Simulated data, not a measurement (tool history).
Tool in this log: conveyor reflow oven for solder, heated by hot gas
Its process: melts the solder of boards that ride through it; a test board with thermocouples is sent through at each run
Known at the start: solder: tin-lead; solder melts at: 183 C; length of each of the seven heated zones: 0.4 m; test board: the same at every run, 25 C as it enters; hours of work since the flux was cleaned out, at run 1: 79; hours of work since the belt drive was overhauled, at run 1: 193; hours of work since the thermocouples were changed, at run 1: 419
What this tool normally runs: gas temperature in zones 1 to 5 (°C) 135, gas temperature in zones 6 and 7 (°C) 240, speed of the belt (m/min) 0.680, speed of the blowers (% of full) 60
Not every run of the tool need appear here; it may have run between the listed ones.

| run | hour | gas temperature in zones 1 to 5 (°C) | gas temperature in zones 6 and 7 (°C) | speed of the belt (m/min) | speed of the blowers (% of full) | hours of work since the flux was cleaned out | hours of work since the belt drive was overhauled | hours of work since the thermocouples were changed | highest temperature of the board (°C) | time above the solder's melting point (s) |
|---|---|---|---|---|---|---|---|---|---|---|
| 1 | 0.0 | 135 | 240 | 0.680 | 60 | 79 | 193 | 419 | 219.6 | 53.4 |
| 2 | 13.6 | 130 | 240 | 0.680 | 60 | 85 | 199 | 425 | 219.1 | 51.7 |
| 3 | 34.4 | 140 | 240 | 0.680 | 60 | 94 | 207 | 434 | 220.7 | 55.4 |
| 4 | 45.8 | 140 | 240 | 0.680 | 60 | 98 | 212 | 439 | 220.9 | 55.7 |
| 5 | 56.5 | 135 | 240 | 0.680 | 73 | 103 | 217 | 443 | 223.6 | 56.7 |
| 6 | 74.7 | 135 | 240 | 0.680 | 73 | 111 | 225 | 451 | 224.2 | 56.8 |
| 7 | 84.7 | 135 | 240 | 0.680 | 73 | 115 | 229 | 455 | 224.5 | 56.8 |
| 8 | 102.4 | 135 | 240 | 0.680 | 70 | 123 | 237 | 463 | 223.0 | 55.9 |
| 9 | 117.0 | 135 | 240 | 0.563 | 70 | 129 | 243 | 469 | 228.1 | 72.0 |
| 10 | 133.0 | 135 | 240 | 0.563 | 70 | 136 | 250 | 476 | 228.7 | 72.3 |
| 11 | 151.9 | 135 | 240 | 0.563 | 70 | 144 | 258 | 484 | 228.2 | 72.3 |
| 12 | 161.9 | 135 | 240 | 0.563 | 70 | 148 | 262 | 489 | 228.4 | 72.5 |
| 13 | 173.2 | 135 | 240 | 0.680 | 88 | 153 | 267 | 494 | 227.3 | 59.2 |
| 14 | 190.0 | 135 | 240 | 0.680 | 88 | 160 | 274 | 501 | 226.4 | 59.4 |
| 15 | 204.5 | 135 | 240 | 0.680 | 60 | 167 | 281 | 507 | 219.2 | 53.2 |
| 16 | 222.3 | 135 | 240 | 0.680 | 60 | 174 | 288 | 515 | 219.3 | 53.5 |
| 17 | 235.0 | 135 | 254 | 0.680 | 54 | 180 | 294 | 520 | 228.2 | 58.9 |
| 18 | 253.9 | 145 | 254 | 0.680 | 58 | 188 | 302 | 528 | 232.2 | 64.4 |
| 19 | 271.8 | 132 | 249 | 0.701 | 77 | 196 | 310 | 536 | 231.4 | 58.1 |
| 20 | 292.5 | 134 | 249 | 0.701 | 77 | 204 | 318 | 545 | 231.1 | 58.8 |
| 21 | 312.7 | 134 | 249 | 0.701 | 87 | 213 | 327 | 554 | 233.9 | 60.0 |
| 22 | 327.0 | 129 | 240 | 0.744 | 54 | 219 | 333 | 560 | 211.6 | 40.6 |
| 23 | 345.5 | 134 | 246 | 0.689 | 53 | 227 | 341 | 568 | 220.7 | 52.6 |
| 24 | 356.8 | 134 | 246 | 0.689 | 53 | 232 | 346 | 572 | 220.1 | 52.4 |
| 25 | 367.2 | 134 | 246 | 0.689 | 53 | 237 | 350 | 577 | 220.5 | 52.5 |
| 26 | 379.8 | 135 | 237 | 0.554 | 53 | 242 | 356 | 582 | 221.1 | 67.2 |
| 27 | 388.7 | 135 | 231 | 0.583 | 53 | 246 | 360 | 586 | 213.0 | 57.9 |
| 28 | 402.4 | 124 | 231 | 0.583 | 53 | 252 | 366 | 592 | 212.1 | 52.2 |
|  | 425.0 | flux residue cleaned out of gas plates and filters |
| 29 | 425.3 | 124 | 231 | 0.583 | 53 | 0 | 373 | 600 | 212.1 | 53.3 |
| 30 | 434.1 | 133 | 253 | 0.597 | 67 | 4 | 377 | 604 | 237.8 | 72.1 |
| 31 | 453.3 | 137 | 238 | 0.680 | 60 | 12 | 385 | 612 | 218.3 | 53.3 |
| 32 | 472.7 | 134 | 245 | 0.746 | 52 | 20 | 394 | 620 | 216.7 | 45.4 |

Forecast each of these 3 alternatives for the next run:
| A | 486.8 | 128 | 228 | 0.686 | 60 | 27 | 400 | 626 | ? | ? |
| B | 486.8 | 129 | 245 | 0.813 | 66 | 27 | 400 | 626 | ? | ? |
| C | 486.8 | 128 | 231 | 0.746 | 78 | 27 | 400 | 626 | ? | ? |

| run | highest temperature of the board (°C) | time above the solder's melting point (s) |
|---|---|---|
| A | 207.8 | 41.8 |
| B | 218.0 | 42.0 |
| C | 213.5 | 43.5 |
With no hidden state in the tool, these same runs would have given:
| run | highest temperature of the board (°C) | time above the solder's melting point (s) |
|---|---|---|
| A | 209.6 | 43.1 |
| B | 219.7 | 42.8 |
| C | 215.4 | 44.5 |

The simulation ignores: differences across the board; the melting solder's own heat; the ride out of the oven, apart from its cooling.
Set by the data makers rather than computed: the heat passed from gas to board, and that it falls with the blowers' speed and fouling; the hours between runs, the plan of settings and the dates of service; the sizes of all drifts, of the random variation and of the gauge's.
